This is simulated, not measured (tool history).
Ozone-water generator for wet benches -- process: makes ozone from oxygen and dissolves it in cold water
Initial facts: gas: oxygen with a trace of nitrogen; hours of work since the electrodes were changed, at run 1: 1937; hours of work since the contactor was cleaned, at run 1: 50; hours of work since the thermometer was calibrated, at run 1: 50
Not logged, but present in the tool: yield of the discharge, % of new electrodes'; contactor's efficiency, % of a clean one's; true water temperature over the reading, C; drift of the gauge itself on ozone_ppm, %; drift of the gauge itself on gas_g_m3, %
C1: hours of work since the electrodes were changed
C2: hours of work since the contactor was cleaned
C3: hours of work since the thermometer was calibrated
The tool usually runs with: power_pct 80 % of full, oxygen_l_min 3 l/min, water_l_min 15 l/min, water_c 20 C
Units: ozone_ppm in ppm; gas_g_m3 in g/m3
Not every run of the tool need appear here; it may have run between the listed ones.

{"run": 1, "day": 0.0, "power_pct": 80, "oxygen_l_min": 3, "water_l_min": 15, "water_c": 20, "C1": 1937, "C2": 50, "C3": 50, "ozone_ppm": 27.3, "gas_g_m3": 266.4}
{"run": 2, "day": 7.575, "power_pct": 80, "oxygen_l_min": 2.2, "water_l_min": 15, "water_c": 20, "C1": 2097, "C2": 210, "C3": 210, "ozone_ppm": 27.7, "gas_g_m3": 329.6}
{"run": 3, "day": 14.479, "power_pct": 80, "oxygen_l_min": 2.2, "water_l_min": 15, "water_c": 20, "C1": 2244, "C2": 357, "C3": 357, "ozone_ppm": 27.6, "gas_g_m3": 328.7}
{"run": 4, "day": 18.679, "power_pct": 80, "oxygen_l_min": 2.2, "water_l_min": 15, "water_c": 20, "C1": 2333, "C2": 446, "C3": 446, "ozone_ppm": 27.6, "gas_g_m3": 326.2}
{"run": 5, "day": 22.754, "power_pct": 80, "oxygen_l_min": 2.2, "water_l_min": 15, "water_c": 20, "C1": 2419, "C2": 532, "C3": 532, "ozone_ppm": 27.1, "gas_g_m3": 326.8}
{"run": 6, "day": 32.442, "power_pct": 80, "oxygen_l_min": 3, "water_l_min": 15, "water_c": 20, "C1": 2624, "C2": 737, "C3": 737, "ozone_ppm": 26.6, "gas_g_m3": 260}
{"run": 7, "day": 38.525, "power_pct": 80, "oxygen_l_min": 3, "water_l_min": 15, "water_c": 20, "C1": 2753, "C2": 866, "C3": 866, "ozone_ppm": 26.7, "gas_g_m3": 263.5}
{"run": 8, "day": 46.842, "power_pct": 80, "oxygen_l_min": 3, "water_l_min": 15, "water_c": 20, "C1": 2929, "C2": 1042, "C3": 1042, "ozone_ppm": 26.6, "gas_g_m3": 263.9}
{"run": 9, "day": 52.75, "power_pct": 80, "oxygen_l_min": 3, "water_l_min": 15, "water_c": 20, "C1": 3054, "C2": 1167, "C3": 1167, "ozone_ppm": 26.7, "gas_g_m3": 259.8}
{"run": 10, "day": 59.071, "power_pct": 54, "oxygen_l_min": 3, "water_l_min": 15, "water_c": 20, "C1": 3188, "C2": 1301, "C3": 1301, "ozone_ppm": 19.4, "gas_g_m3": 191.3}
{"run": 11, "day": 64.588, "power_pct": 54, "oxygen_l_min": 3, "water_l_min": 16, "water_c": 19, "C1": 3305, "C2": 1418, "C3": 1418, "ozone_ppm": 18.5, "gas_g_m3": 190}
{"run": 12, "day": 74.379, "power_pct": 54, "oxygen_l_min": 3, "water_l_min": 16, "water_c": 19, "C1": 3513, "C2": 1626, "C3": 1626, "ozone_ppm": 18.7, "gas_g_m3": 192.1}
{"run": 13, "day": 79.725, "power_pct": 54, "oxygen_l_min": 1.71, "water_l_min": 16, "water_c": 14, "C1": 3626, "C2": 1739, "C3": 1739, "ozone_ppm": 19.3, "gas_g_m3": 279.1}
{"run": 14, "day": 86.696, "power_pct": 54, "oxygen_l_min": 1.71, "water_l_min": 16, "water_c": 14, "C1": 3773, "C2": 1886, "C3": 1886, "ozone_ppm": 19, "gas_g_m3": 279.7}
{"run": 15, "day": 93.704, "power_pct": 92, "oxygen_l_min": 3.39, "water_l_min": 15, "water_c": 20, "C1": 3922, "C2": 2035, "C3": 2035, "ozone_ppm": 28.9, "gas_g_m3": 263.8}
{"run": 16, "day": 100.625, "power_pct": 80, "oxygen_l_min": 3.09, "water_l_min": 15, "water_c": 24, "C1": 4068, "C2": 2181, "C3": 2181, "ozone_ppm": 24.4, "gas_g_m3": 250.1}
{"run": 17, "day": 106.717, "power_pct": 80, "oxygen_l_min": 3.09, "water_l_min": 15, "water_c": 24, "C1": 4197, "C2": 2310, "C3": 2310, "ozone_ppm": 24.7, "gas_g_m3": 252.2}
{"run": 18, "day": 113.762, "power_pct": 80, "oxygen_l_min": 3.09, "water_l_min": 15, "water_c": 19, "C1": 4347, "C2": 2460, "C3": 2460, "ozone_ppm": 25.9, "gas_g_m3": 248.4}

Expected results for the next run?
{"run": 19, "day": 121.8, "power_pct": 80, "oxygen_l_min": 1.51, "water_l_min": 22, "water_c": 27, "C1": 4517, "C2": 2630, "C3": 2630, "ozone_ppm": "?", "gas_g_m3": "?"}

{"run 19": {"ozone_ppm": 16.2, "gas_g_m3": 407.6}}
Were there no unlogged condition in the tool, this run, its random variation unchanged, would have produced ozone_ppm 18.1 ppm, gas_g_m3 444.9 g/m3.

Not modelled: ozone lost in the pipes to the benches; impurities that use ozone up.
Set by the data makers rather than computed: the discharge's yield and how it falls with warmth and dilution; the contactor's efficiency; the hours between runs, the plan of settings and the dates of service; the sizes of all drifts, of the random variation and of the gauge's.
